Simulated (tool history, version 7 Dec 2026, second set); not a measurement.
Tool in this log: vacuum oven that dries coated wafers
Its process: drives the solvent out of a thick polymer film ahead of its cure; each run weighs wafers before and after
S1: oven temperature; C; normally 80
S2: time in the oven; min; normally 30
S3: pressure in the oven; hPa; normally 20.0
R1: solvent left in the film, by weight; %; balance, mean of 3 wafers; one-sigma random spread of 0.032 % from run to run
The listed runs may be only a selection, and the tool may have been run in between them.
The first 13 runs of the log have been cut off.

{"run": 14, "day": 25.975, "S1": 80, "S2": 30, "S3": 20.0, "R1": 1.82}
{"run": 15, "day": 27.258, "S1": 80, "S2": 30, "S3": 20.0, "R1": 1.95}
{"run": 16, "day": 29.425, "S1": 80, "S2": 31, "S3": 20.0, "R1": 1.86}
{"run": 17, "day": 30.892, "S1": 80, "S2": 31, "S3": 12.1, "R1": 1.3}
{"run": 18, "day": 32.671, "S1": 88, "S2": 31, "S3": 12.1, "R1": 0.7}
{"run": 19, "day": 34.608, "S1": 88, "S2": 31, "S3": 12.1, "R1": 0.76}
{"run": 20, "day": 37.104, "S1": 88, "S2": 31, "S3": 12.1, "R1": 0.71}
{"run": 21, "day": 38.804, "S1": 77, "S2": 30, "S3": 20.0, "R1": 2.29}
{"run": 22, "day": 41.15, "S1": 77, "S2": 30, "S3": 20.0, "R1": 2.29}
{"run": 23, "day": 42.888, "S1": 66, "S2": 41, "S3": 14.7, "R1": 3.12}
{"run": 24, "day": 44.979, "S1": 71, "S2": 25, "S3": 35.7, "R1": 5.27}
{"run": 25, "day": 46.308, "S1": 88, "S2": 25, "S3": 18.2, "R1": 1.17}
{"run": 26, "day": 48.604, "S1": 79, "S2": 28, "S3": 76.0, "R1": 5.99}
{"run": 27, "day": 49.658, "S1": 93, "S2": 30, "S3": 31.5, "R1": 1.37}
{"run": 28, "day": 50.979, "S1": 78, "S2": 18, "S3": 20.0, "R1": 3.34}
{"run": 29, "day": 53.367, "S1": 86, "S2": 37, "S3": 20.0, "R1": 1.21}
{"run": 30, "day": 55.217, "S1": 87, "S2": 30, "S3": 13.8, "R1": 0.89}
{"run": 31, "day": 56.725, "S1": 86, "S2": 20, "S3": 18.3, "R1": 1.61}
{"run": 32, "day": 58.746, "S1": 80, "S2": 30, "S3": 22.6, "R1": 1.97}

Each row is a separate what-if for the run after 32, all from the same tool condition, not one after another. Results?
{"run": "A", "day": 59.808, "S1": 76, "S2": 16, "S3": 20.0, "R1": "?"}
{"run": "B", "day": 59.808, "S1": 71, "S2": 30, "S3": 20.0, "R1": "?"}
{"run": "C", "day": 59.808, "S1": 76, "S2": 30, "S3": 20.0, "R1": "?"}
{"run": "D", "day": 59.808, "S1": 80, "S2": 42, "S3": 22.6, "R1": "?"}

run=A R1=4.23
run=B R1=3.39
run=C R1=2.50
run=D R1=1.74
Take away the tool's hidden state, keep each run's random variation, and the runs would have read:
run=A R1=4.23
run=B R1=3.38
run=C R1=2.49
run=D R1=1.73

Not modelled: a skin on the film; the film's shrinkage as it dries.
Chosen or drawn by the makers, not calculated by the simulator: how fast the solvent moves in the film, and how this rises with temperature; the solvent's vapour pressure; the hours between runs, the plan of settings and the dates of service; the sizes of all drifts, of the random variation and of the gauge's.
